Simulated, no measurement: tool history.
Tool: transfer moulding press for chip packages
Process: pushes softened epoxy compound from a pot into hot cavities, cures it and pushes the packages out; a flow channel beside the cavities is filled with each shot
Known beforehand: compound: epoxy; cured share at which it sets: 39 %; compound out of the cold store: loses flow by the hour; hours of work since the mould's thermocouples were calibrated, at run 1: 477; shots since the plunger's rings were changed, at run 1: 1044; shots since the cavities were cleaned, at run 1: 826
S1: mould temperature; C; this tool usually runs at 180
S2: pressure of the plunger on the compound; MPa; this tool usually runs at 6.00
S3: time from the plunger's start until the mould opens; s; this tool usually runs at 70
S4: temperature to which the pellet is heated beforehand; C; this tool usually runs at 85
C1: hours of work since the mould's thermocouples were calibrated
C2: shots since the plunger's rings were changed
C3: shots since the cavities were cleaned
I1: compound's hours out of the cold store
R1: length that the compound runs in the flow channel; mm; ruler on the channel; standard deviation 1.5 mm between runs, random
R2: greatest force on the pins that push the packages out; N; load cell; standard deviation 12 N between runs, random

run   hour   S1    S2  S3  S4   C1    C2   C3    I1   R1   R2
  1    0.0  180  6.00  70  85  477  1044  826  35.8  564  955
      10.6  -- cavities cleaned with cleaning compound and waxed
  2   38.8  180  6.00  70  85  494  1422  286  24.0  577  813
      98.2  -- cavities cleaned with cleaning compound and waxed
  3  106.0  180  6.00  76  85  524  2089   79  32.1  558  595
  4  172.2  180  6.00  76  85  555  2760  750  24.6  564  903
     188.7  -- plunger's sealing rings changed
     190.2  -- cavities cleaned with cleaning compound and waxed
  5  208.6  180  6.00  76  85  569   186  186  30.3  578  677
  6  275.1  180  6.00  76  85  600   861  861  24.6  580  888
     280.6  -- cavities cleaned with cleaning compound and waxed
  7  337.1  180  6.00  70  85  628  1474  573  10.5  601  907
     370.4  -- cavities cleaned with cleaning compound and waxed
  8  377.0  180  6.00  70  85  646  1864   67  44.5  538  603
  9  432.9  180  6.18  70  85  671  2431  634  16.9  585  904
     457.8  -- cavities cleaned with cleaning compound and waxed
     481.5  -- plunger's sealing rings changed
 10  486.3  180  6.18  70  85  694    48  263  22.1  600  763
     551.0  -- cavities cleaned with cleaning compound and waxed
 11  556.1  180  6.18  70  85  725   741   52  15.2  606  591
 12  586.0  180  6.18  70  85  739  1045  356  20.6  597  797
 13  631.6  180  6.00  70  94  760  1506  817  12.4  597  976
     643.5  -- cavities cleaned with cleaning compound and waxed
 14  684.1  184  6.00  70  80  784  2025  413  33.1  548  757
     692.8  -- mould's thermocouples calibrated
 15  730.1  184  5.81  63  83   17  2471  859  21.0  555  900
     735.4  -- cavities cleaned with cleaning compound and waxed
     775.8  -- plunger's sealing rings changed
 16  775.8  183  4.92  61  92   36     0  385  45.0  494  831
     825.3  -- cavities cleaned with cleaning compound and waxed
 17  829.0  183  4.92  61  92   60   524   37  37.6  502  562

Run 18 is up next; what results do you expect?
 18  897.7  182  4.92  70  75  92  1221  734  19.5   ?   ?

{"run 18": {"R1": 529, "R2": 880}}
If the tool had no hidden condition, the same run with the same run-to-run variation would have returned R1 544 mm, R2 523 N.
